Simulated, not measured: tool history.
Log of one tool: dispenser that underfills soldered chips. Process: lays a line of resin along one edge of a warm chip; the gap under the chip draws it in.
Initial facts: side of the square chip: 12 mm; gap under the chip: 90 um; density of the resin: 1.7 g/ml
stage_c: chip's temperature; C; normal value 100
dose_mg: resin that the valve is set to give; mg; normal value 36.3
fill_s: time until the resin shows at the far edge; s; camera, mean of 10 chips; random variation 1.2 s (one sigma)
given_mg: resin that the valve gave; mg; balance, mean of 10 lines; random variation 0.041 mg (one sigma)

Run 1, day 0.000: usual settings. Result: fill_s 175.3 s, given_mg 35.45 mg.
At day 0.096: dispensing valve cleaned and set on the balance.
At day 0.162: new syringe of resin.
Run 2, day 0.533: usual settings. Result: fill_s 186.4 s, given_mg 36.14 mg.
At day 0.604: new syringe of resin.
Run 3, day 0.996: usual settings but dose_mg 37.3 mg. Result: fill_s 191.3 s, given_mg 37.04 mg.
At day 1.054: new syringe of resin.
At day 1.492: new syringe of resin.
Run 4, day 1.512: usual settings but dose_mg 37.3 mg. Result: fill_s 123.8 s, given_mg 36.88 mg.
Run 5, day 1.871: usual settings but dose_mg 37.3 mg. Result: fill_s 190.8 s, given_mg 36.73 mg.
At day 1.917: new syringe of resin.
Run 6, day 2.196: usual settings but stage_c 98 C. Result: fill_s 177.2 s, given_mg 35.72 mg.
At day 2.354: new syringe of resin.
Run 7, day 2.554: usual settings but stage_c 98 C. Result: fill_s 163.0 s, given_mg 35.59 mg.
At day 2.800: new syringe of resin.
Run 8, day 2.983: usual settings but stage_c 98 C. Result: fill_s 159.9 s, given_mg 35.42 mg.
At day 3.242: new syringe of resin.
Run 9, day 3.317: usual settings but stage_c 98 C. Result: fill_s 140.6 s, given_mg 35.35 mg.
At day 3.629: dispensing valve cleaned and set on the balance.
At day 3.725: new syringe of resin.
Run 10, day 3.833: usual settings but stage_c 98 C. Result: fill_s 143.7 s, given_mg 36.09 mg.
At day 4.162: new syringe of resin.
Run 11, day 4.242: usual settings but stage_c 106 C, dose_mg 42.4 mg. Result: fill_s 106.0 s, given_mg 42.10 mg.
At day 4.588: new syringe of resin.
Run 12, day 4.733: usual settings but stage_c 94 C. Result: fill_s 171.5 s, given_mg 35.97 mg.
At day 5.038: new syringe of resin.
Run 13, day 5.288: usual settings but stage_c 90 C, dose_mg 37.3 mg. Result: fill_s 225.9 s, given_mg 36.76 mg.
At day 5.488: new syringe of resin.
Run 14, day 5.612: usual settings but dose_mg 36.4 mg. Result: fill_s 132.0 s, given_mg 35.85 mg.
At day 5.958: new syringe of resin.
Run 15, day 6.100: usual settings but dose_mg 36.4 mg. Result: fill_s 139.8 s, given_mg 35.67 mg.
At day 6.421: new syringe of resin.
Run 16, day 6.625: usual settings but stage_c 111 C, dose_mg 36.4 mg. Result: fill_s 107.9 s, given_mg 35.54 mg.
At day 6.858: new syringe of resin.
At day 7.167: dispensing valve cleaned and set on the balance.
Run 17, day 7.167: usual settings but stage_c 95 C, dose_mg 43.9 mg. Result: fill_s 191.0 s, given_mg 43.86 mg.
At day 7.367: new syringe of resin.
Run 18, day 7.662: usual settings but stage_c 95 C, dose_mg 43.9 mg. Result: fill_s 192.4 s, given_mg 43.78 mg.
At day 7.838: new syringe of resin.
Run 19, day 8.208: usual settings but stage_c 109 C, dose_mg 45.1 mg. Result: fill_s 139.2 s, given_mg 44.75 mg.

3 ways to go on from here, each from the tool as it stands after run 19. What would each give?
At day 8.271: new syringe of resin.
Run A, day 8.679: usual settings but stage_c 94 C, dose_mg 43.4 mg. Result: fill_s ?, given_mg ?.
At day 8.271: new syringe of resin.
Run B, day 8.679: usual settings but stage_c 104 C, dose_mg 34.5 mg. Result: fill_s ?, given_mg ?.
At day 8.271: new syringe of resin.
Run C, day 8.679: usual settings but dose_mg 36.7 mg. Result: fill_s ?, given_mg ?.

run  fill_s  given_mg
  A   233.9     42.95
  B   170.5     34.10
  C   192.0     36.18
With no hidden state in the tool, these same runs would have given:
run  fill_s  given_mg
  A   147.4     43.47
  B   107.2     34.50
  C   121.0     36.61
